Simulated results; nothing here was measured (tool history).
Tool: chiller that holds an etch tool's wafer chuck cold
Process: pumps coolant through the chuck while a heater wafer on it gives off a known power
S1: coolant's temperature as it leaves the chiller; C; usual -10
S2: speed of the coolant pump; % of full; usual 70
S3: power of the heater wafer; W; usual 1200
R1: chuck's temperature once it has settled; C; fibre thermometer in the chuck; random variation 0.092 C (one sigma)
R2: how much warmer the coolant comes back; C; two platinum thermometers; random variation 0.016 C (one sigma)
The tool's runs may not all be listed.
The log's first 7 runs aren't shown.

run    hour   S1  S2    S3      R1    R2
  8   271.1  -10  70  1200   -0.70  3.99
  9   323.2  -10  70  1200   -0.63  3.99
 10   353.5  -10  70  1200   -0.75  3.99
 11   394.5  -10  70  1200   -0.37  4.02
 12   440.1  -10  70  1200   -0.59  4.01
 13   484.3  -10  70  1200   -0.59  4.00
 14   534.6  -10  70  1200   -0.58  4.00
 15   564.4  -10  70  1200   -0.54  4.04
 16   600.4  -10  70  1200   -0.67  3.99
 17   645.3  -14  98   947   -8.51  2.18
 18   690.7  -11  70  1200   -1.52  4.03
 19   749.0   -4  96  1200    3.05  2.83
 20   795.1  -10  71   684   -4.51  2.26
 21   833.6  -14  75   970   -6.72  3.02
 22   879.5  -14  75   970   -6.77  3.01
 23   941.8   -5  75   970    2.10  3.01
 24   988.1  -18  77   960  -10.93  2.93
 25  1016.4  -10  99  1657   -0.44  3.84
 26  1077.5   -6  70   715   -0.34  2.39
 27  1112.0   -6  70   715   -0.27  2.40
 28  1165.7   -6  70   715   -0.27  2.41
 29  1198.7   -6  70   859    1.01  2.88
 30  1240.7   -6  70   859    1.00  2.88
 31  1302.8   -6  70   859    1.03  2.88

Forecast each of these 5 alternatives for the next run:
  A  1334.1    0  81   859   ?   ?
  B  1334.1  -20  70  1200   ?   ?
  C  1334.1  -10  82  1621   ?   ?
  D  1334.1  -20  90  1026   ?   ?
  E  1334.1  -20  69   627   ?   ?

run      R1    R2
  A    6.18  2.48
  B  -10.31  4.02
  C    1.30  4.60
  D  -13.49  2.66
  E  -14.82  2.14
Without the tool's hidden state the same runs would have given:
run      R1    R2
  A    5.40  2.44
  B  -11.44  3.96
  C    0.00  4.53
  D  -14.32  2.62
  E  -15.50  2.11
